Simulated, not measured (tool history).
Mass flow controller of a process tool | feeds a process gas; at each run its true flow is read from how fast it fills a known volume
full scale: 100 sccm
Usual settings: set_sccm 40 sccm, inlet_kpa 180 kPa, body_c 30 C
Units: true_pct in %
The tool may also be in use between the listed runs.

| run | hour | set_sccm | inlet_kpa | body_c | true_pct |
|---|---|---|---|---|---|
| 1 | 0.0 | 40 | 180 | 30 | 98.30 |
| 2 | 125.7 | 40 | 180 | 30 | 98.43 |
| 3 | 228.6 | 40 | 180 | 30 | 98.25 |
| 4 | 346.0 | 40 | 185 | 30 | 98.29 |
| 5 | 450.1 | 40 | 185 | 30 | 98.23 |
| 6 | 587.4 | 40 | 185 | 30 | 98.21 |
| 7 | 651.6 | 40 | 180 | 30 | 98.05 |
| 8 | 777.5 | 40 | 180 | 30 | 98.03 |
| 9 | 854.7 | 40 | 180 | 30 | 98.09 |
| 10 | 995.9 | 75 | 180 | 30 | 98.85 |
| 11 | 1061.4 | 75 | 180 | 30 | 98.82 |
| 12 | 1165.9 | 13 | 180 | 30 | 96.13 |
| 13 | 1260.9 | 13 | 180 | 30 | 96.12 |
| 14 | 1383.2 | 49 | 180 | 30 | 98.12 |
| 15 | 1467.7 | 49 | 180 | 30 | 98.03 |
| 16 | 1600.2 | 49 | 184 | 30 | 98.00 |
| 17 | 1742.2 | 49 | 184 | 30 | 97.84 |
| 18 | 1824.2 | 49 | 184 | 30 | 97.83 |
| 19 | 1883.5 | 40 | 180 | 30 | 97.51 |
| 20 | 2015.6 | 40 | 180 | 30 | 97.40 |
| 21 | 2122.3 | 40 | 180 | 30 | 97.37 |
| 22 | 2253.6 | 40 | 180 | 30 | 97.41 |
| 23 | 2382.5 | 40 | 254 | 30 | 96.98 |
| 24 | 2489.4 | 40 | 180 | 30 | 97.32 |
| 25 | 2623.2 | 40 | 277 | 30 | 96.80 |
| 26 | 2739.9 | 16 | 146 | 30 | 95.31 |
| 27 | 2879.7 | 17 | 187 | 30 | 95.11 |
| 28 | 2942.6 | 78 | 178 | 22 | 98.86 |
| 29 | 3042.0 | 54 | 195 | 30 | 97.53 |
| 30 | 3160.7 | 16 | 166 | 20 | 95.49 |
| 31 | 3268.2 | 33 | 225 | 26 | 96.55 |
| 32 | 3381.4 | 39 | 180 | 24 | 97.18 |
| 33 | 3497.1 | 39 | 180 | 24 | 97.24 |
| 34 | 3554.8 | 87 | 187 | 22 | 98.63 |
| 35 | 3626.2 | 39 | 205 | 34 | 96.49 |
| 36 | 3690.8 | 39 | 205 | 34 | 96.34 |
| 37 | 3781.5 | 22 | 205 | 39 | 94.56 |
| 38 | 3899.7 | 22 | 205 | 39 | 94.63 |
| 39 | 4028.8 | 56 | 220 | 25 | 97.36 |
| 40 | 4095.2 | 56 | 220 | 25 | 97.45 |
| 41 | 4192.0 | 13 | 180 | 31 | 92.96 |
| 42 | 4294.7 | 37 | 180 | 29 | 96.35 |
| 43 | 4428.2 | 95 | 180 | 33 | 98.05 |
| 44 | 4491.7 | 95 | 180 | 33 | 98.05 |
| 45 | 4629.0 | 22 | 157 | 26 | 95.09 |
| 46 | 4718.5 | 26 | 271 | 28 | 94.75 |
| 47 | 4802.8 | 26 | 143 | 28 | 95.51 |
| 48 | 4930.4 | 40 | 216 | 30 | 96.09 |

3 ways to go on from here, each from the tool as it stands after run 48. What would each give?
| A | 5015.9 | 15 | 216 | 30 | ? |
| B | 5015.9 | 13 | 183 | 25 | ? |
| C | 5015.9 | 25 | 183 | 28 | ? |

| run | true_pct |
|---|---|
| A | 92.76 |
| B | 92.42 |
| C | 94.98 |
Without the tool's hidden state the same runs would have given:
| run | true_pct |
|---|---|
| A | 98.19 |
| B | 98.54 |
| C | 98.61 |
